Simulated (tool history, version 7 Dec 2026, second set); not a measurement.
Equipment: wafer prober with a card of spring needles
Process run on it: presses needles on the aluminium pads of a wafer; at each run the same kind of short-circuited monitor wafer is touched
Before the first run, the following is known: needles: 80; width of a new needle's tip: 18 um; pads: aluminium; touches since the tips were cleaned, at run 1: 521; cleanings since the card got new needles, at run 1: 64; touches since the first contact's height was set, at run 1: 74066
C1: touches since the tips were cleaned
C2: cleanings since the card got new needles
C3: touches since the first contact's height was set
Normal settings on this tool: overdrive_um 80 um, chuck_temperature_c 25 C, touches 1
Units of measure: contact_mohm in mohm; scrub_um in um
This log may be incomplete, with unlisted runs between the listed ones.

{"run": 1, "hour": 0.0, "overdrive_um": 80, "chuck_temperature_c": 25, "touches": 1, "C1": 521, "C2": 64, "C3": 74066, "contact_mohm": 125, "scrub_um": 11.89}
{"hour": 10.6, "done": "tips cleaned on abrasive film"}
{"hour": 23.7, "done": "tips cleaned on abrasive film"}
{"hour": 34.3, "done": "tips cleaned on abrasive film"}
{"hour": 47.5, "done": "tips cleaned on abrasive film"}
{"run": 2, "hour": 51.3, "overdrive_um": 80, "chuck_temperature_c": 25, "touches": 1, "C1": 2424, "C2": 68, "C3": 106371, "contact_mohm": 124, "scrub_um": 11.93}
{"hour": 59.3, "done": "tips cleaned on abrasive film"}
{"hour": 70.0, "done": "tips cleaned on abrasive film"}
{"hour": 80.6, "done": "tips cleaned on abrasive film"}
{"run": 3, "hour": 90.0, "overdrive_um": 96, "chuck_temperature_c": 25, "touches": 1, "C1": 5938, "C2": 71, "C3": 130695, "contact_mohm": 124, "scrub_um": 14.25}
{"hour": 92.7, "done": "tips cleaned on abrasive film"}
{"hour": 106.0, "done": "tips cleaned on abrasive film"}
{"hour": 119.2, "done": "tips cleaned on abrasive film"}
{"hour": 132.3, "done": "tips cleaned on abrasive film"}
{"run": 4, "hour": 134.7, "overdrive_um": 96, "chuck_temperature_c": 25, "touches": 1, "C1": 1522, "C2": 75, "C3": 158804, "contact_mohm": 121, "scrub_um": 14.3}
{"hour": 145.3, "done": "tips cleaned on abrasive film"}
{"hour": 158.6, "done": "tips cleaned on abrasive film"}
{"run": 5, "hour": 163.0, "overdrive_um": 96, "chuck_temperature_c": 25, "touches": 1, "C1": 2807, "C2": 77, "C3": 176652, "contact_mohm": 124, "scrub_um": 14.26}
{"hour": 171.0, "done": "tips cleaned on abrasive film"}
{"hour": 183.9, "done": "tips cleaned on abrasive film"}
{"hour": 192.1, "done": "height of the first contact set anew"}
{"hour": 194.8, "done": "tips cleaned on abrasive film"}
{"run": 6, "hour": 198.4, "overdrive_um": 96, "chuck_temperature_c": 25, "touches": 1, "C1": 2303, "C2": 80, "C3": 3975, "contact_mohm": 122, "scrub_um": 14.22}
{"hour": 206.4, "done": "tips cleaned on abrasive film"}
{"hour": 219.7, "done": "tips cleaned on abrasive film"}
{"hour": 230.3, "done": "tips cleaned on abrasive film"}
{"run": 7, "hour": 230.3, "overdrive_um": 96, "chuck_temperature_c": 25, "touches": 1, "C1": 28, "C2": 83, "C3": 24028, "contact_mohm": 123, "scrub_um": 14.23}
{"hour": 243.4, "done": "tips cleaned on abrasive film"}
{"hour": 254.0, "done": "tips cleaned on abrasive film"}
{"hour": 267.3, "done": "tips cleaned on abrasive film"}
{"run": 8, "hour": 269.8, "overdrive_um": 96, "chuck_temperature_c": 25, "touches": 1, "C1": 1562, "C2": 86, "C3": 48851, "contact_mohm": 123, "scrub_um": 14.28}
{"hour": 280.4, "done": "tips cleaned on abrasive film"}
{"hour": 291.0, "done": "tips cleaned on abrasive film"}
{"hour": 304.3, "done": "tips cleaned on abrasive film"}
{"run": 9, "hour": 310.5, "overdrive_um": 96, "chuck_temperature_c": 25, "touches": 1, "C1": 3974, "C2": 89, "C3": 74523, "contact_mohm": 122, "scrub_um": 14.26}
{"hour": 315.9, "done": "tips cleaned on abrasive film"}
{"hour": 326.5, "done": "tips cleaned on abrasive film"}
{"hour": 339.7, "done": "tips cleaned on abrasive film"}
{"run": 10, "hour": 343.7, "overdrive_um": 80, "chuck_temperature_c": 25, "touches": 1, "C1": 2564, "C2": 92, "C3": 95411, "contact_mohm": 124, "scrub_um": 11.83}
{"hour": 351.7, "done": "tips cleaned on abrasive film"}
{"hour": 362.4, "done": "tips cleaned on abrasive film"}
{"hour": 373.0, "done": "tips cleaned on abrasive film"}
{"hour": 383.7, "done": "tips cleaned on abrasive film"}
{"hour": 395.2, "done": "tips cleaned on abrasive film"}
{"run": 11, "hour": 395.2, "overdrive_um": 80, "chuck_temperature_c": 25, "touches": 1, "C1": 0, "C2": 97, "C3": 127741, "contact_mohm": 123, "scrub_um": 11.91}
{"hour": 408.2, "done": "tips cleaned on abrasive film"}
{"hour": 418.9, "done": "tips cleaned on abrasive film"}
{"hour": 432.1, "done": "tips cleaned on abrasive film"}
{"run": 12, "hour": 437.4, "overdrive_um": 80, "chuck_temperature_c": 25, "touches": 2, "C1": 3354, "C2": 100, "C3": 154297, "contact_mohm": 123, "scrub_um": 11.84}
{"hour": 445.2, "done": "tips cleaned on abrasive film"}
{"hour": 458.5, "done": "tips cleaned on abrasive film"}
{"hour": 471.8, "done": "tips cleaned on abrasive film"}
{"run": 13, "hour": 481.3, "overdrive_um": 80, "chuck_temperature_c": 25, "touches": 2, "C1": 6070, "C2": 103, "C3": 182013, "contact_mohm": 124, "scrub_um": 11.85}
{"hour": 484.1, "done": "tips cleaned on abrasive film"}
{"hour": 494.7, "done": "tips cleaned on abrasive film"}
{"hour": 500.3, "done": "height of the first contact set anew"}
{"hour": 508.0, "done": "tips cleaned on abrasive film"}
{"run": 14, "hour": 510.2, "overdrive_um": 80, "chuck_temperature_c": 25, "touches": 1, "C1": 1429, "C2": 106, "C3": 6237, "contact_mohm": 123, "scrub_um": 11.9}
{"hour": 520.6, "done": "tips cleaned on abrasive film"}
{"hour": 533.8, "done": "tips cleaned on abrasive film"}
{"hour": 546.9, "done": "tips cleaned on abrasive film"}
{"run": 15, "hour": 547.4, "overdrive_um": 89, "chuck_temperature_c": 25, "touches": 2, "C1": 311, "C2": 109, "C3": 29646, "contact_mohm": 124, "scrub_um": 13.2}
{"hour": 558.0, "done": "tips cleaned on abrasive film"}
{"hour": 568.7, "done": "tips cleaned on abrasive film"}
{"hour": 581.8, "done": "tips cleaned on abrasive film"}
{"hour": 592.4, "done": "tips cleaned on abrasive film"}
{"run": 16, "hour": 601.1, "overdrive_um": 88, "chuck_temperature_c": 25, "touches": 2, "C1": 5518, "C2": 113, "C3": 63480, "contact_mohm": 123, "scrub_um": 13.07}
{"hour": 603.9, "done": "tips cleaned on abrasive film"}
{"hour": 617.1, "done": "tips cleaned on abrasive film"}
{"hour": 630.1, "done": "tips cleaned on abrasive film"}
{"hour": 640.8, "done": "tips cleaned on abrasive film"}
{"hour": 653.8, "done": "tips cleaned on abrasive film"}
{"run": 17, "hour": 656.0, "overdrive_um": 80, "chuck_temperature_c": 34, "touches": 2, "C1": 1380, "C2": 118, "C3": 97959, "contact_mohm": 127, "scrub_um": 11.92}
{"hour": 666.6, "done": "tips cleaned on abrasive film"}
{"hour": 679.9, "done": "tips cleaned on abrasive film"}
{"hour": 690.5, "done": "tips cleaned on abrasive film"}
{"hour": 702.9, "done": "tips cleaned on abrasive film"}
{"run": 18, "hour": 702.9, "overdrive_um": 79, "chuck_temperature_c": 25, "touches": 1, "C1": 0, "C2": 122, "C3": 127478, "contact_mohm": 124, "scrub_um": 11.73}
{"hour": 713.5, "done": "tips cleaned on abrasive film"}
{"hour": 726.7, "done": "tips cleaned on abrasive film"}
{"hour": 740.0, "done": "tips cleaned on abrasive film"}
{"run": 19, "hour": 741.6, "overdrive_um": 79, "chuck_temperature_c": 25, "touches": 1, "C1": 1000, "C2": 125, "C3": 151819, "contact_mohm": 125, "scrub_um": 11.74}
{"hour": 752.2, "done": "tips cleaned on abrasive film"}
{"hour": 765.5, "done": "tips cleaned on abrasive film"}
{"hour": 778.1, "done": "tips cleaned on abrasive film"}
{"run": 20, "hour": 778.1, "overdrive_um": 79, "chuck_temperature_c": 25, "touches": 1, "C1": 0, "C2": 128, "C3": 174786, "contact_mohm": 125, "scrub_um": 11.7}
{"hour": 791.1, "done": "tips cleaned on abrasive film"}
{"hour": 803.8, "done": "tips cleaned on abrasive film"}
{"run": 21, "hour": 803.8, "overdrive_um": 79, "chuck_temperature_c": 84, "touches": 2, "C1": 0, "C2": 130, "C3": 190988, "contact_mohm": 134, "scrub_um": 11.73}
{"hour": 809.4, "done": "height of the first contact set anew"}
{"hour": 817.4, "done": "tips cleaned on abrasive film"}
{"hour": 828.0, "done": "tips cleaned on abrasive film"}
{"hour": 841.0, "done": "tips cleaned on abrasive film"}
{"run": 22, "hour": 847.8, "overdrive_um": 90, "chuck_temperature_c": 53, "touches": 2, "C1": 4312, "C2": 133, "C3": 24195, "contact_mohm": 128, "scrub_um": 13.33}
{"hour": 853.2, "done": "tips cleaned on abrasive film"}
{"hour": 863.8, "done": "tips cleaned on abrasive film"}
{"hour": 874.5, "done": "tips cleaned on abrasive film"}
{"hour": 885.1, "done": "tips cleaned on abrasive film"}
{"hour": 898.2, "done": "tips cleaned on abrasive film"}
{"run": 23, "hour": 900.5, "overdrive_um": 90, "chuck_temperature_c": 53, "touches": 2, "C1": 1475, "C2": 138, "C3": 57321, "contact_mohm": 124, "scrub_um": 13.38}
{"hour": 911.2, "done": "tips cleaned on abrasive film"}
{"hour": 924.4, "done": "tips cleaned on abrasive film"}
{"run": 24, "hour": 926.1, "overdrive_um": 73, "chuck_temperature_c": 70, "touches": 2, "C1": 1100, "C2": 140, "C3": 73452, "contact_mohm": 130, "scrub_um": 10.86}
{"hour": 936.8, "done": "tips cleaned on abrasive film"}
{"hour": 947.4, "done": "tips cleaned on abrasive film"}
{"run": 25, "hour": 951.8, "overdrive_um": 89, "chuck_temperature_c": 32, "touches": 1, "C1": 2748, "C2": 142, "C3": 89571, "contact_mohm": 124, "scrub_um": 13.22}
{"hour": 959.3, "done": "tips cleaned on abrasive film"}
{"hour": 970.0, "done": "tips cleaned on abrasive film"}
{"hour": 983.0, "done": "tips cleaned on abrasive film"}
{"run": 26, "hour": 983.0, "overdrive_um": 94, "chuck_temperature_c": 25, "touches": 1, "C1": 0, "C2": 145, "C3": 109214, "contact_mohm": 123, "scrub_um": 13.95}
{"hour": 996.3, "done": "tips cleaned on abrasive film"}
{"hour": 1009.6, "done": "tips cleaned on abrasive film"}
{"hour": 1022.8, "done": "tips cleaned on abrasive film"}
{"run": 27, "hour": 1032.3, "overdrive_um": 65, "chuck_temperature_c": 32, "touches": 2, "C1": 6061, "C2": 148, "C3": 140306, "contact_mohm": 126, "scrub_um": 9.66}

What if the next run were any one of these 4? Each begins from the tool's condition after run 27:
{"hour": 1035.1, "done": "tips cleaned on abrasive film"}
{"hour": 1048.1, "done": "tips cleaned on abrasive film"}
{"hour": 1058.8, "done": "tips cleaned on abrasive film"}
{"hour": 1071.8, "done": "tips cleaned on abrasive film"}
{"hour": 1083.6, "done": "tips cleaned on abrasive film"}
{"run": "A", "hour": 1083.6, "overdrive_um": 89, "chuck_temperature_c": 73, "touches": 2, "C1": 0, "C2": 153, "C3": 172508, "contact_mohm": "?", "scrub_um": "?"}
{"hour": 1035.1, "done": "tips cleaned on abrasive film"}
{"hour": 1048.1, "done": "tips cleaned on abrasive film"}
{"hour": 1058.8, "done": "tips cleaned on abrasive film"}
{"hour": 1071.8, "done": "tips cleaned on abrasive film"}
{"hour": 1083.6, "done": "tips cleaned on abrasive film"}
{"run": "B", "hour": 1083.6, "overdrive_um": 80, "chuck_temperature_c": 25, "touches": 2, "C1": 0, "C2": 153, "C3": 172508, "contact_mohm": "?", "scrub_um": "?"}
{"hour": 1035.1, "done": "tips cleaned on abrasive film"}
{"hour": 1048.1, "done": "tips cleaned on abrasive film"}
{"hour": 1058.8, "done": "tips cleaned on abrasive film"}
{"hour": 1071.8, "done": "tips cleaned on abrasive film"}
{"hour": 1083.6, "done": "tips cleaned on abrasive film"}
{"run": "C", "hour": 1083.6, "overdrive_um": 66, "chuck_temperature_c": 32, "touches": 2, "C1": 0, "C2": 153, "C3": 172508, "contact_mohm": "?", "scrub_um": "?"}
{"hour": 1035.1, "done": "tips cleaned on abrasive film"}
{"hour": 1048.1, "done": "tips cleaned on abrasive film"}
{"hour": 1058.8, "done": "tips cleaned on abrasive film"}
{"hour": 1071.8, "done": "tips cleaned on abrasive film"}
{"hour": 1083.6, "done": "tips cleaned on abrasive film"}
{"run": "D", "hour": 1083.6, "overdrive_um": 65, "chuck_temperature_c": 25, "touches": 2, "C1": 0, "C2": 153, "C3": 172508, "contact_mohm": "?", "scrub_um": "?"}

run=A contact_mohm=128 scrub_um=13.23
run=B contact_mohm=123 scrub_um=11.89
run=C contact_mohm=126 scrub_um=9.78
run=D contact_mohm=126 scrub_um=9.66
Had the tool no hidden state, the same runs would have come out as:
run=A contact_mohm=128 scrub_um=13.23
run=B contact_mohm=123 scrub_um=11.89
run=C contact_mohm=126 scrub_um=9.78
run=D contact_mohm=126 scrub_um=9.66
